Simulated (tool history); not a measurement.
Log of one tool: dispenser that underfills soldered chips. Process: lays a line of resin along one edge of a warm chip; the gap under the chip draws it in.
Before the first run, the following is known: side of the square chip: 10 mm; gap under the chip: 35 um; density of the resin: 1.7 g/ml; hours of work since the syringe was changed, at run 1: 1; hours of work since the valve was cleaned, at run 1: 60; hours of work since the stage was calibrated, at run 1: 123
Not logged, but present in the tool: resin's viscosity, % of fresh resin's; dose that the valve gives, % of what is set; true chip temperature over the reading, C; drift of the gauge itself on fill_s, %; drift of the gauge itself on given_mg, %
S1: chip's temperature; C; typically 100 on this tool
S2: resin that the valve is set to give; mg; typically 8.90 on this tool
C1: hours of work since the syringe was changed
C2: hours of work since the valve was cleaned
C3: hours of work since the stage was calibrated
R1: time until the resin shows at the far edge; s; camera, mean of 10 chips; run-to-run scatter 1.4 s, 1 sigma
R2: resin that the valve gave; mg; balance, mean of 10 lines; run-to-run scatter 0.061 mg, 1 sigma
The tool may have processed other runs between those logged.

run	hour	S1	S2	C1	C2	C3	R1	R2
1	0.0	100	8.90	1	60	123	146.9	8.49
2	4.5	100	8.90	5	63	126	171.1	8.63
3	8.2	100	8.90	8	66	129	206.4	8.45
# hour 9.6: new syringe of resin
4	11.3	111	8.90	1	68	131	91.5	8.47
5	15.9	111	8.90	5	72	135	112.6	8.48
6	18.2	111	8.90	7	74	137	123.3	8.53
# hour 21.1: new syringe of resin
7	23.1	111	8.90	2	77	140	90.8	8.40
8	26.3	100	9.11	4	80	143	165.8	8.64
9	29.5	100	9.11	7	82	145	192.1	8.62
# hour 32.7: new syringe of resin
10	33.5	100	9.11	1	85	148	135.9	8.67
11	36.0	100	9.11	3	87	150	149.0	8.61
12	38.4	100	9.11	4	89	152	171.0	8.55
13	40.4	100	9.11	6	91	154	186.4	8.54
14	43.4	100	9.11	8	93	156	212.4	8.62
# hour 44.1: new syringe of resin
15	47.1	100	9.11	2	96	159	153.5	8.54
16	51.4	103	8.90	6	99	162	161.9	8.37
# hour 55.5: new syringe of resin
17	55.8	103	8.90	0	102	165	118.8	8.28
18	59.1	103	9.27	3	105	168	134.6	8.62
19	63.7	100	10.98	6	108	171	183.3	10.34
# hour 67.0: new syringe of resin
20	67.6	97	10.84	0	111	174	151.1	9.98
21	71.9	92	9.74	4	115	178	233.8	9.04
22	73.9	102	7.61	5	116	179	171.9	7.13
23	76.4	101	8.90	7	118	181	188.7	8.31
# hour 78.3: new syringe of resin
24	79.2	85	10.83	1	120	183	270.0	9.96
25	83.2	92	8.77	4	123	186	239.2	8.11
26	86.0	89	11.25	6	125	189	299.8	10.42
27	89.1	89	11.25	8	128	191	345.3	10.37
# hour 89.9: new syringe of resin
28	92.1	109	9.34	2	130	193	97.9	8.66
29	95.7	88	8.90	5	133	196	293.1	8.17
30	99.8	88	9.08	8	136	199	354.7	8.38
# hour 101.5: new syringe of resin
31	102.8	88	9.08	1	138	201	245.1	8.41
# hour 105.4: dispensing valve cleaned and set on the balance
32	107.6	112	9.22	4	2	204	97.7	9.20
33	109.9	92	9.11	6	4	206	263.7	9.12
# hour 113.8: new syringe of resin
34	113.8	96	7.80	0	6	209	162.2	7.75
35	116.7	114	8.90	2	9	211	80.0	8.85

Consider 3 possible next runs. They are alternatives, not a sequence: every one starts from the tool as it was left by run 35. What does each give?
A	121.2	100	8.29	6	12	215	?	?
B	121.2	108	8.55	6	12	215	?	?
C	121.2	86	11.56	6	12	215	?	?

run	R1	R2
A	182.5	8.29
B	126.4	8.45
C	339.0	11.42
The same runs, with their run-to-run variation unchanged, on a tool lacking any hidden condition would have given:
run	R1	R2
A	138.8	8.35
B	95.9	8.51
C	259.1	11.50

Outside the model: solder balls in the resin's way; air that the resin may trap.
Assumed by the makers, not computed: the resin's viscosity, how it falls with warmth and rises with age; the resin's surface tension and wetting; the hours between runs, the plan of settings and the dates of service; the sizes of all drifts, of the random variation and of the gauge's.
